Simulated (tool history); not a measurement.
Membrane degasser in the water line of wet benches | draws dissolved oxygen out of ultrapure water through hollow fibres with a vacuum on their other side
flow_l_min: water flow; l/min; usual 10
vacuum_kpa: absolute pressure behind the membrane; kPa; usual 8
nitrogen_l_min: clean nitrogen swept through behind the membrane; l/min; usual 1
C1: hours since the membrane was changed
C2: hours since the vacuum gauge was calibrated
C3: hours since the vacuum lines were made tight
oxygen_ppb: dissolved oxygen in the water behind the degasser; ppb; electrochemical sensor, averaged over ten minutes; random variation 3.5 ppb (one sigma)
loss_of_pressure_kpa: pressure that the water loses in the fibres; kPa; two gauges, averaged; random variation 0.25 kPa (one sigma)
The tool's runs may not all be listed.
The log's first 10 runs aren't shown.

Run 11, hour 1027.7: usual settings; C1 5792; C2 1708; C3 3982. Result: oxygen_ppb 351.1 ppb, loss_of_pressure_kpa 66.75 kPa.
Run 12, hour 1140.3: usual settings; C1 5905; C2 1820; C3 4095. Result: oxygen_ppb 344.2 ppb, loss_of_pressure_kpa 66.41 kPa.
Run 13, hour 1243.6: usual settings but flow_l_min 6 l/min; C1 6008; C2 1924; C3 4198. Result: oxygen_ppb 146.2 ppb, loss_of_pressure_kpa 39.62 kPa.
Run 14, hour 1386.6: usual settings; C1 6151; C2 2067; C3 4341. Result: oxygen_ppb 348.5 ppb, loss_of_pressure_kpa 66.31 kPa.
Run 15, hour 1529.2: usual settings but flow_l_min 6 l/min; C1 6294; C2 2209; C3 4483. Result: oxygen_ppb 147.1 ppb, loss_of_pressure_kpa 39.8 kPa.
Run 16, hour 1610: usual settings but flow_l_min 6 l/min; C1 6374; C2 2290; C3 4564. Result: oxygen_ppb 146.4 ppb, loss_of_pressure_kpa 40.13 kPa.
Run 17, hour 1749.5: usual settings but flow_l_min 6 l/min, nitrogen_l_min 2.1 l/min; C1 6514; C2 2430; C3 4704. Result: oxygen_ppb 110.2 ppb, loss_of_pressure_kpa 39.85 kPa.
Run 18, hour 1815.5: usual settings but flow_l_min 6 l/min, nitrogen_l_min 2.1 l/min; C1 6580; C2 2496; C3 4770. Result: oxygen_ppb 108.8 ppb, loss_of_pressure_kpa 39.7 kPa.
Run 19, hour 1926.1: usual settings but flow_l_min 6 l/min, nitrogen_l_min 2.1 l/min; C1 6691; C2 2606; C3 4880. Result: oxygen_ppb 112.4 ppb, loss_of_pressure_kpa 39.8 kPa.
Run 20, hour 2010.7: usual settings but flow_l_min 6 l/min, nitrogen_l_min 2.1 l/min; C1 6775; C2 2691; C3 4965. Result: oxygen_ppb 109.3 ppb, loss_of_pressure_kpa 39.67 kPa.
Run 21, hour 2114.6: usual settings but flow_l_min 9 l/min, vacuum_kpa 7.69 kPa; C1 6879; C2 2795; C3 5069. Result: oxygen_ppb 291.2 ppb, loss_of_pressure_kpa 59.85 kPa.
Run 22, hour 2211.5: usual settings but flow_l_min 9 l/min, vacuum_kpa 7.69 kPa; C1 6976; C2 2892; C3 5166. Result: oxygen_ppb 285.3 ppb, loss_of_pressure_kpa 59.62 kPa.
Run 23, hour 2294.1: usual settings but flow_l_min 13 l/min, vacuum_kpa 17.62 kPa, nitrogen_l_min 0.59 l/min; C1 7059; C2 2974; C3 5248. Result: oxygen_ppb 977.8 ppb, loss_of_pressure_kpa 85.84 kPa.
Run 24, hour 2371.3: usual settings but flow_l_min 13 l/min, vacuum_kpa 11.48 kPa, nitrogen_l_min 0.55 l/min; C1 7136; C2 3051; C3 5326. Result: oxygen_ppb 782.8 ppb, loss_of_pressure_kpa 85.81 kPa.
Run 25, hour 2515.8: usual settings but vacuum_kpa 7.64 kPa; C1 7280; C2 3196; C3 5470. Result: oxygen_ppb 339.8 ppb, loss_of_pressure_kpa 66.58 kPa.
Run 26, hour 2637.8: usual settings but vacuum_kpa 7.64 kPa; C1 7402; C2 3318; C3 5592. Result: oxygen_ppb 337.4 ppb, loss_of_pressure_kpa 66.62 kPa.
At hour 2744.5: vacuum gauge calibrated.
Run 27, hour 2759: usual settings but flow_l_min 14 l/min, vacuum_kpa 9.76 kPa, nitrogen_l_min 0.47 l/min; C1 7523; C2 14; C3 5713. Result: oxygen_ppb 822.5 ppb, loss_of_pressure_kpa 92.95 kPa.
Run 28, hour 2904.5: usual settings but flow_l_min 14 l/min, vacuum_kpa 12.29 kPa, nitrogen_l_min 1.45 l/min; C1 7669; C2 160; C3 5858. Result: oxygen_ppb 612.4 ppb, loss_of_pressure_kpa 93.2 kPa.
Run 29, hour 3011.2: usual settings but flow_l_min 14 l/min, vacuum_kpa 12.29 kPa, nitrogen_l_min 0.88 l/min; C1 7775; C2 267; C3 5965. Result: oxygen_ppb 723.6 ppb, loss_of_pressure_kpa 93.05 kPa.
Run 30, hour 3097.1: usual settings but flow_l_min 9 l/min, vacuum_kpa 12.29 kPa, nitrogen_l_min 1.98 l/min; C1 7861; C2 353; C3 6051. Result: oxygen_ppb 294.5 ppb, loss_of_pressure_kpa 60.31 kPa.
Run 31, hour 3207.4: usual settings but flow_l_min 11 l/min, vacuum_kpa 7.74 kPa, nitrogen_l_min 1.3 l/min; C1 7971; C2 463; C3 6161. Result: oxygen_ppb 372.2 ppb, loss_of_pressure_kpa 72.85 kPa.
Run 32, hour 3326.8: usual settings but flow_l_min 8 l/min; C1 8091; C2 582; C3 6280. Result: oxygen_ppb 242.3 ppb, loss_of_pressure_kpa 53.28 kPa.

4 ways to go on from here, each from the tool as it stands after run 32. What would each give?
Run A, hour 3450.6: usual settings but flow_l_min 8 l/min, nitrogen_l_min 2.38 l/min; C1 8215; C2 706; C3 6404. Result: oxygen_ppb ?, loss_of_pressure_kpa ?.
Run B, hour 3450.6: usual settings but vacuum_kpa 10.23 kPa, nitrogen_l_min 1.32 l/min; C1 8215; C2 706; C3 6404. Result: oxygen_ppb ?, loss_of_pressure_kpa ?.
Run C, hour 3450.6: usual settings but vacuum_kpa 15.59 kPa; C1 8215; C2 706; C3 6404. Result: oxygen_ppb ?, loss_of_pressure_kpa ?.
Run D, hour 3450.6: usual settings but flow_l_min 11 l/min, vacuum_kpa 10.58 kPa, nitrogen_l_min 0.6 l/min; C1 8215; C2 706; C3 6404. Result: oxygen_ppb ?, loss_of_pressure_kpa ?.

run  oxygen_ppb  loss_of_pressure_kpa
  A       193.2                 53.51
  B       362.3                 66.31
  C       505.8                    66
  D         578                 72.95
Without the tool's hidden state the same runs would have given:
run  oxygen_ppb  loss_of_pressure_kpa
  A       192.4                 53.45
  B       361.1                 66.23
  C       504.4                 65.92
  D       576.6                 72.86
